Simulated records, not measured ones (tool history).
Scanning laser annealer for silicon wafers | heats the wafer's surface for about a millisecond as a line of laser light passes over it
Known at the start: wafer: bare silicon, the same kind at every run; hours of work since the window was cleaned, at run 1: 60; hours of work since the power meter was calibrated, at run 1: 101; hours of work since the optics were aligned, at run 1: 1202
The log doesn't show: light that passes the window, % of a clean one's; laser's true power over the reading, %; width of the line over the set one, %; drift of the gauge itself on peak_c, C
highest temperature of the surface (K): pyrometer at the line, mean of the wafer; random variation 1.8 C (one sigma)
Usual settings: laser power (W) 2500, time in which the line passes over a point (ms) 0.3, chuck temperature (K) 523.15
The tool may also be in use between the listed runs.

| run | hour | laser power (W) | time in which the line passes over a point (ms) | chuck temperature (K) | hours of work since the window was cleaned | hours of work since the power meter was calibrated | hours of work since the optics were aligned | highest temperature of the surface (K) |
|---|---|---|---|---|---|---|---|---|
| 1 | 0 | 2500 | 0.3 | 523.15 | 60 | 101 | 1202 | 1287.15 |
| 2 | 17.3 | 2126 | 0.3 | 523.15 | 69 | 110 | 1211 | 1178.15 |
| 3 | 34.8 | 2500 | 0.3 | 523.15 | 78 | 119 | 1220 | 1289.15 |
| 4 | 57.6 | 2500 | 0.325 | 523.15 | 90 | 131 | 1231 | 1322.15 |
| 5 | 76.4 | 2500 | 0.325 | 523.15 | 99 | 140 | 1241 | 1321.15 |
| 6 | 103.6 | 2500 | 0.3 | 545.15 | 113 | 154 | 1255 | 1310.15 |
| 7 | 122.9 | 2500 | 0.3 | 545.15 | 123 | 164 | 1265 | 1307.15 |
| 8 | 138.9 | 2500 | 0.3 | 545.15 | 131 | 172 | 1273 | 1306.15 |
| 9 | 150.9 | 2500 | 0.3 | 523.15 | 138 | 179 | 1279 | 1280.15 |
| 10 | 178.1 | 2500 | 0.3 | 523.15 | 152 | 192 | 1293 | 1283.15 |
| 11 | 197.7 | 2500 | 0.3 | 523.15 | 162 | 203 | 1303 | 1287.15 |
| 12 | 210.2 | 2500 | 0.3 | 523.15 | 168 | 209 | 1310 | 1284.15 |
| 13 | 225.6 | 2500 | 0.3 | 523.15 | 176 | 217 | 1318 | 1281.15 |
| 14 | 252 | 2500 | 0.3 | 523.15 | 189 | 230 | 1331 | 1283.15 |
| 15 | 278.9 | 2500 | 0.3 | 523.15 | 203 | 244 | 1345 | 1284.15 |
| 16 | 299.3 | 2500 | 0.216 | 523.15 | 214 | 255 | 1355 | 1157.15 |
| 17 | 321.8 | 2500 | 0.216 | 523.15 | 225 | 266 | 1367 | 1158.15 |
| 18 | 343.5 | 2500 | 0.216 | 523.15 | 236 | 277 | 1378 | 1156.15 |
| 19 | 358.4 | 2500 | 0.216 | 523.15 | 244 | 285 | 1386 | 1156.15 |
| 20 | 374.8 | 2500 | 0.216 | 523.15 | 252 | 293 | 1394 | 1157.15 |
| 21 | 393.4 | 2699 | 0.3 | 509.15 | 262 | 303 | 1404 | 1324.15 |
| 22 | 405 | 2500 | 0.3 | 517.15 | 268 | 309 | 1410 | 1271.15 |
| 23 | 426.7 | 2460 | 0.318 | 533.15 | 279 | 320 | 1421 | 1298.15 |
| 24 | 451 | 2324 | 0.211 | 552.15 | 291 | 332 | 1433 | 1129.15 |
| 25 | 471.3 | 2324 | 0.211 | 552.15 | 302 | 343 | 1444 | 1130.15 |
| 26 | 486.1 | 2500 | 0.328 | 523.15 | 309 | 350 | 1451 | 1308.15 |
| 27 | 507.3 | 2515 | 0.342 | 523.15 | 320 | 361 | 1462 | 1334.15 |
| 28 | 519.6 | 2647 | 0.303 | 508.15 | 327 | 368 | 1468 | 1307.15 |
|  | 524 | laser's power meter calibrated |
| 29 | 540.3 | 2500 | 0.3 | 485.15 | 336 | 8 | 1477 | 1230.15 |
| 30 | 556.2 | 2500 | 0.3 | 485.15 | 344 | 17 | 1486 | 1232.15 |
| 31 | 567.3 | 2500 | 0.239 | 495.15 | 350 | 22 | 1491 | 1155.15 |
| 32 | 593.7 | 2621 | 0.354 | 550.15 | 363 | 36 | 1505 | 1402.15 |
|  | 618.7 | laser's power meter calibrated, once more |
| 33 | 618.7 | 2621 | 0.354 | 550.15 | 374 | 0 | 1516 | 1408.15 |
| 34 | 640.7 | 2621 | 0.354 | 550.15 | 386 | 11 | 1527 | 1410.15 |
| 35 | 664.9 | 2621 | 0.354 | 550.15 | 398 | 24 | 1540 | 1410.15 |
| 36 | 684.3 | 2621 | 0.331 | 529.15 | 408 | 34 | 1550 | 1358.15 |
| 37 | 697.5 | 2210 | 0.35 | 549.15 | 415 | 40 | 1556 | 1269.15 |
|  | 707.8 | window over the wafer cleaned |
| 38 | 715.9 | 2518 | 0.3 | 523.15 | 4 | 49 | 1565 | 1301.15 |
| 39 | 740.6 | 2190 | 0.3 | 521.15 | 17 | 62 | 1578 | 1197.15 |
| 40 | 760.1 | 2304 | 0.324 | 521.15 | 27 | 71 | 1588 | 1259.15 |

4 ways to go on from here, each from the tool as it stands after run 40. What would each give?
| A | 784.2 | 2458 | 0.235 | 523.15 | 39 | 84 | 1600 | ? |
| B | 784.2 | 2428 | 0.3 | 523.15 | 39 | 84 | 1600 | ? |
| C | 784.2 | 2304 | 0.357 | 530.15 | 39 | 84 | 1600 | ? |
| D | 784.2 | 2460 | 0.367 | 523.15 | 39 | 84 | 1600 | ? |

| run | highest temperature of the surface (K) |
|---|---|
| A | 1186.15 |
| B | 1271.15 |
| C | 1309.15 |
| D | 1366.15 |
Without the tool's hidden state the same runs would have given:
| run | highest temperature of the surface (K) |
|---|---|
| A | 1196.15 |
| B | 1282.15 |
| C | 1320.15 |
| D | 1379.15 |

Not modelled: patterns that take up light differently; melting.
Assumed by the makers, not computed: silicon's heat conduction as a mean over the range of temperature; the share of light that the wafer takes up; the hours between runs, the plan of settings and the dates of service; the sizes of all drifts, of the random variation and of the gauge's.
